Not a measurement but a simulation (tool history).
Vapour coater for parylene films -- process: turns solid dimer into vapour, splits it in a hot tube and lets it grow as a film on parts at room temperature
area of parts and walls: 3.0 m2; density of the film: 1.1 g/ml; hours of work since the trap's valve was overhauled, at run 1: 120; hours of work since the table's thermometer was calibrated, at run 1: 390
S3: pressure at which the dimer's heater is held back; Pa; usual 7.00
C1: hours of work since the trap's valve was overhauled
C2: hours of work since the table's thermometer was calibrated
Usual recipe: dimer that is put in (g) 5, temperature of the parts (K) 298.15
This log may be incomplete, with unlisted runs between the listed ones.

run 1 hour=0.0 | dimer_that_is_put_in_(g)=5 temperature_of_the_parts_(K)=298.15 S3=7.00 | C1=120 C2=390 | thickness_of_the_film_(nm)=789
run 2 hour=26.0 | dimer_that_is_put_in_(g)=5 temperature_of_the_parts_(K)=298.15 S3=7.00 | C1=135 C2=405 | thickness_of_the_film_(nm)=792
run 3 hour=49.1 | dimer_that_is_put_in_(g)=5 temperature_of_the_parts_(K)=298.15 S3=7.00 | C1=148 C2=418 | thickness_of_the_film_(nm)=792
run 4 hour=75.3 | dimer_that_is_put_in_(g)=5 temperature_of_the_parts_(K)=298.15 S3=7.00 | C1=163 C2=433 | thickness_of_the_film_(nm)=781
run 5 hour=92.4 | dimer_that_is_put_in_(g)=5 temperature_of_the_parts_(K)=298.15 S3=7.00 | C1=172 C2=442 | thickness_of_the_film_(nm)=784
run 6 hour=110.5 | dimer_that_is_put_in_(g)=5 temperature_of_the_parts_(K)=298.15 S3=7.00 | C1=183 C2=453 | thickness_of_the_film_(nm)=780
run 7 hour=131.9 | dimer_that_is_put_in_(g)=5 temperature_of_the_parts_(K)=298.15 S3=7.00 | C1=195 C2=465 | thickness_of_the_film_(nm)=784
run 8 hour=151.9 | dimer_that_is_put_in_(g)=5 temperature_of_the_parts_(K)=298.15 S3=7.00 | C1=206 C2=476 | thickness_of_the_film_(nm)=773
run 9 hour=171.0 | dimer_that_is_put_in_(g)=5 temperature_of_the_parts_(K)=298.15 S3=7.00 | C1=217 C2=487 | thickness_of_the_film_(nm)=784
run 10 hour=189.6 | dimer_that_is_put_in_(g)=3 temperature_of_the_parts_(K)=298.15 S3=7.00 | C1=228 C2=497 | thickness_of_the_film_(nm)=464
run 11 hour=203.1 | dimer_that_is_put_in_(g)=3 temperature_of_the_parts_(K)=298.15 S3=7.00 | C1=235 C2=505 | thickness_of_the_film_(nm)=469
run 12 hour=224.0 | dimer_that_is_put_in_(g)=3 temperature_of_the_parts_(K)=298.15 S3=7.00 | C1=247 C2=517 | thickness_of_the_film_(nm)=461
run 13 hour=254.1 | dimer_that_is_put_in_(g)=3 temperature_of_the_parts_(K)=298.15 S3=7.00 | C1=264 C2=534 | thickness_of_the_film_(nm)=463
run 14 hour=280.9 | dimer_that_is_put_in_(g)=2 temperature_of_the_parts_(K)=298.15 S3=7.00 | C1=279 C2=549 | thickness_of_the_film_(nm)=308
run 15 hour=299.2 | dimer_that_is_put_in_(g)=2 temperature_of_the_parts_(K)=298.15 S3=7.00 | C1=290 C2=560 | thickness_of_the_film_(nm)=315
run 16 hour=329.2 | dimer_that_is_put_in_(g)=2 temperature_of_the_parts_(K)=298.15 S3=7.00 | C1=307 C2=577 | thickness_of_the_film_(nm)=308
run 17 hour=348.5 | dimer_that_is_put_in_(g)=2 temperature_of_the_parts_(K)=298.15 S3=7.00 | C1=318 C2=588 | thickness_of_the_film_(nm)=307
run 18 hour=363.9 | dimer_that_is_put_in_(g)=2 temperature_of_the_parts_(K)=298.15 S3=7.00 | C1=327 C2=597 | thickness_of_the_film_(nm)=303
run 19 hour=394.0 | dimer_that_is_put_in_(g)=2 temperature_of_the_parts_(K)=298.15 S3=7.00 | C1=344 C2=614 | thickness_of_the_film_(nm)=307
run 20 hour=421.3 | dimer_that_is_put_in_(g)=2 temperature_of_the_parts_(K)=298.15 S3=7.00 | C1=359 C2=629 | thickness_of_the_film_(nm)=307
run 21 hour=440.6 | dimer_that_is_put_in_(g)=5 temperature_of_the_parts_(K)=298.15 S3=7.00 | C1=370 C2=640 | thickness_of_the_film_(nm)=756
run 22 hour=467.0 | dimer_that_is_put_in_(g)=4 temperature_of_the_parts_(K)=298.15 S3=7.00 | C1=385 C2=655 | thickness_of_the_film_(nm)=605
run 23 hour=489.5 | dimer_that_is_put_in_(g)=4 temperature_of_the_parts_(K)=298.15 S3=7.00 | C1=398 C2=668 | thickness_of_the_film_(nm)=593
run 24 hour=517.5 | dimer_that_is_put_in_(g)=4 temperature_of_the_parts_(K)=298.15 S3=7.00 | C1=414 C2=684 | thickness_of_the_film_(nm)=601
run 25 hour=545.5 | dimer_that_is_put_in_(g)=5 temperature_of_the_parts_(K)=298.15 S3=7.00 | C1=430 C2=700 | thickness_of_the_film_(nm)=742
run 26 hour=565.4 | dimer_that_is_put_in_(g)=5 temperature_of_the_parts_(K)=298.15 S3=7.00 | C1=441 C2=711 | thickness_of_the_film_(nm)=741
run 27 hour=595.8 | dimer_that_is_put_in_(g)=5 temperature_of_the_parts_(K)=295.15 S3=2.85 | C1=458 C2=728 | thickness_of_the_film_(nm)=875
run 28 hour=611.3 | dimer_that_is_put_in_(g)=8 temperature_of_the_parts_(K)=295.15 S3=5.63 | C1=467 C2=737 | thickness_of_the_film_(nm)=1359
run 29 hour=639.9 | dimer_that_is_put_in_(g)=6 temperature_of_the_parts_(K)=300.15 S3=11.39 | C1=483 C2=753 | thickness_of_the_film_(nm)=798
run 30 hour=658.2 | dimer_that_is_put_in_(g)=4 temperature_of_the_parts_(K)=296.15 S3=4.30 | C1=494 C2=764 | thickness_of_the_film_(nm)=653
run 31 hour=678.9 | dimer_that_is_put_in_(g)=7 temperature_of_the_parts_(K)=298.15 S3=4.02 | C1=506 C2=776 | thickness_of_the_film_(nm)=1059
run 32 hour=707.6 | dimer_that_is_put_in_(g)=2 temperature_of_the_parts_(K)=307.15 S3=4.24 | C1=522 C2=792 | thickness_of_the_film_(nm)=203
run 33 hour=725.7 | dimer_that_is_put_in_(g)=3 temperature_of_the_parts_(K)=302.15 S3=4.47 | C1=532 C2=802 | thickness_of_the_film_(nm)=378
run 34 hour=749.3 | dimer_that_is_put_in_(g)=3 temperature_of_the_parts_(K)=302.15 S3=4.47 | C1=546 C2=816 | thickness_of_the_film_(nm)=381
run 35 hour=776.2 | dimer_that_is_put_in_(g)=3 temperature_of_the_parts_(K)=298.15 S3=3.60 | C1=561 C2=831 | thickness_of_the_film_(nm)=445
run 36 hour=804.5 | dimer_that_is_put_in_(g)=6 temperature_of_the_parts_(K)=297.15 S3=5.84 | C1=577 C2=847 | thickness_of_the_film_(nm)=914
run 37 hour=824.0 | dimer_that_is_put_in_(g)=2 temperature_of_the_parts_(K)=297.15 S3=6.04 | C1=588 C2=858 | thickness_of_the_film_(nm)=311
run 38 hour=848.7 | dimer_that_is_put_in_(g)=2 temperature_of_the_parts_(K)=297.15 S3=6.04 | C1=602 C2=872 | thickness_of_the_film_(nm)=299
-- hour=861.2 trap's valve overhauled
run 39 hour=880.8 | dimer_that_is_put_in_(g)=5 temperature_of_the_parts_(K)=298.15 S3=7.00 | C1=11 C2=888 | thickness_of_the_film_(nm)=791
run 40 hour=903.5 | dimer_that_is_put_in_(g)=3 temperature_of_the_parts_(K)=310.15 S3=4.21 | C1=24 C2=901 | thickness_of_the_film_(nm)=295
run 41 hour=921.0 | dimer_that_is_put_in_(g)=4 temperature_of_the_parts_(K)=292.15 S3=7.00 | C1=34 C2=911 | thickness_of_the_film_(nm)=802
run 42 hour=936.2 | dimer_that_is_put_in_(g)=9 temperature_of_the_parts_(K)=305.15 S3=4.36 | C1=43 C2=920 | thickness_of_the_film_(nm)=1085
run 43 hour=956.9 | dimer_that_is_put_in_(g)=4 temperature_of_the_parts_(K)=298.15 S3=7.00 | C1=54 C2=931 | thickness_of_the_film_(nm)=623
run 44 hour=977.4 | dimer_that_is_put_in_(g)=3 temperature_of_the_parts_(K)=290.15 S3=7.00 | C1=66 C2=943 | thickness_of_the_film_(nm)=639
run 45 hour=994.8 | dimer_that_is_put_in_(g)=3 temperature_of_the_parts_(K)=306.15 S3=7.00 | C1=76 C2=953 | thickness_of_the_film_(nm)=335
run 46 hour=1020.8 | dimer_that_is_put_in_(g)=3 temperature_of_the_parts_(K)=306.15 S3=7.00 | C1=91 C2=968 | thickness_of_the_film_(nm)=330

3 options for the next run, each taken on its own from the tool as it stands now. Forecast them:
-- hour=1030.9 table's thermometer calibrated
run A hour=1038.8 | dimer_that_is_put_in_(g)=5 temperature_of_the_parts_(K)=306.15 S3=2.96 | C1=100 C2=5 | thickness_of_the_film_(nm)=?
-- hour=1030.9 table's thermometer calibrated
run B hour=1038.8 | dimer_that_is_put_in_(g)=3 temperature_of_the_parts_(K)=293.15 S3=7.00 | C1=100 C2=5 | thickness_of_the_film_(nm)=?
-- hour=1030.9 table's thermometer calibrated
run C hour=1038.8 | dimer_that_is_put_in_(g)=3 temperature_of_the_parts_(K)=291.15 S3=7.00 | C1=100 C2=5 | thickness_of_the_film_(nm)=?

run=A thickness_of_the_film_(nm)=621
run=B thickness_of_the_film_(nm)=607
run=C thickness_of_the_film_(nm)=667
With the hidden condition removed and each run's random variation left untouched, the same runs would have given:
run=A thickness_of_the_film_(nm)=629
run=B thickness_of_the_film_(nm)=616
run=C thickness_of_the_film_(nm)=676
